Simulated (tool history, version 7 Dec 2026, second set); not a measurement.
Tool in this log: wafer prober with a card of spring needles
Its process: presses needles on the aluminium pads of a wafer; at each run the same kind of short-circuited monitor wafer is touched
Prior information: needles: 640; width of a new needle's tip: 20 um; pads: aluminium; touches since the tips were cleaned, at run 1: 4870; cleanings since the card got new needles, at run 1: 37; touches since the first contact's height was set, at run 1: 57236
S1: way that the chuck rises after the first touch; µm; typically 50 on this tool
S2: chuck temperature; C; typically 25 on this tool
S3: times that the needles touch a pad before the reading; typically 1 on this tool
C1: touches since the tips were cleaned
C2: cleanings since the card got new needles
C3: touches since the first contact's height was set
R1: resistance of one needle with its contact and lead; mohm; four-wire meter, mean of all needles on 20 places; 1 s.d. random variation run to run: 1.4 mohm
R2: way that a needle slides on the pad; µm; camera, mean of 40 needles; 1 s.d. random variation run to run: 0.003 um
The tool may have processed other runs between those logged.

run   hour  S1   S2  S3    C1  C2     C3   R1      R2
  1      0  50   25   1  4870  37  57236  131  10.222
       4.8  -- tips cleaned on abrasive film
  2    6.3  50   25   1  1027  38  61563  128  10.219
  3   12.6  58   25   1  5438  38  65974  130  11.875
      17.1  -- tips cleaned on abrasive film
  4     22  50   25   1  3381  39  72454  132  10.245
      23.3  -- height of the first contact set anew
      29.6  -- tips cleaned on abrasive film
  5   36.8  50   25   1  5061  40   9402  133  10.262
      41.8  -- tips cleaned on abrasive film
  6   47.2  50   25   1  3736  41  16564  132  10.277
      53.8  -- tips cleaned on abrasive film
  7   57.4  50   25   1  2541  42  23670  132  10.288
      65.8  -- tips cleaned on abrasive film
  8   71.7  39   25   1  4125  43  33607  136   8.037
      77.6  -- tips cleaned on abrasive film
  9   80.9  50   25   1  2302  44  39939  132  10.316
      89.3  -- tips cleaned on abrasive film
 10   91.4  50   25   1  1444  45  47198  131  10.324
 11   99.8  50   25   1  7355  45  53109  130  10.339
     101.2  -- tips cleaned on abrasive film
 12  112.1  50   25   1  7601  46  61616  132   10.35
     113.4  -- tips cleaned on abrasive film
 13  121.5  50   25   1  5667  47  68076  130  10.366
     125.1  -- tips cleaned on abrasive film
     129.6  -- height of the first contact set anew
 14  136.4  61   25   1  7681  48   4748  129  12.665
     137.2  -- tips cleaned on abrasive film
     149.5  -- tips cleaned on abrasive film
 15  151.1  61   25   1  1154  50  14921  128  12.684
 16  158.2  61   25   1  6107  50  19874  127  12.692
     161.7  -- tips cleaned on abrasive film
 17  168.2  42   35   1  4530  51  26779  138   8.752
     173.9  -- tips cleaned on abrasive film
 18  177.9  61   25   1  2800  52  33476  130  12.719
     185.6  -- tips cleaned on abrasive film
 19  187.5  70   25   3  1301  53  40116  128  14.613
     197.3  -- tips cleaned on abrasive film
 20  198.6  70   25   3   905  54  47800  128   14.63
 21  205.8  39  106   2  5941  54  52836  150   8.163
     209.1  -- tips cleaned on abrasive film
 22  212.2  54  106   3  2193  55  57253  144  11.306
     221.1  -- tips cleaned on abrasive film
 23  223.7  49  106   3  1817  56  65234  145  10.271
     232.8  -- tips cleaned on abrasive film
     235.2  -- height of the first contact set anew
 24  235.2  49  106   3  1497  57      0  146  10.287
     245.3  -- tips cleaned on abrasive film
 25  245.3  50   37   1     0  58   6970  131  10.509
 26    253  31   25   3  5432  58  12402  139    6.52
     256.9  -- tips cleaned on abrasive film
     257.6  -- gauge calibrated
 27  265.6  31   25   3  6079  59  21118  140    6.34
     269.1  -- tips cleaned on abrasive film
 28  279.4  41   25   3  7175  60  30691  134   8.396
     281.4  -- tips cleaned on abrasive film
 29  289.7  48   36   2  5801  61  37791  134   9.852
     293.2  -- tips cleaned on abrasive film
 30  303.5  61   75   1  7201  62  47400  136  12.542
     305.3  -- tips cleaned on abrasive film
 31  312.4  63   39   2  4978  63  53568  131  12.956
     317.3  -- tips cleaned on abrasive film
 32  322.7  63   39   2  3744  64  60668  131  12.982

Consider 4 possible next runs. They are alternatives, not a sequence: every one starts from the tool as it was left by run 32. What does each give?
     329.5  -- tips cleaned on abrasive film
  A  331.8  46  108   2  1610  65  66933   ?   ?
     329.5  -- tips cleaned on abrasive film
  B  331.8  50   25   2  1610  65  66933   ?   ?
     329.5  -- tips cleaned on abrasive film
  C  331.8  35   89   2  1610  65  66933   ?   ?
     329.5  -- tips cleaned on abrasive film
  D  331.8  52   25   1  1610  65  66933   ?   ?

run   R1      R2
  A  145   9.483
  B  131   10.31
  C  150   7.216
  D  133  10.721
Without the tool's unlogged condition, the same runs would have read:
run   R1      R2
  A  144   9.404
  B  131  10.224
  C  150   7.156
  D  133  10.631
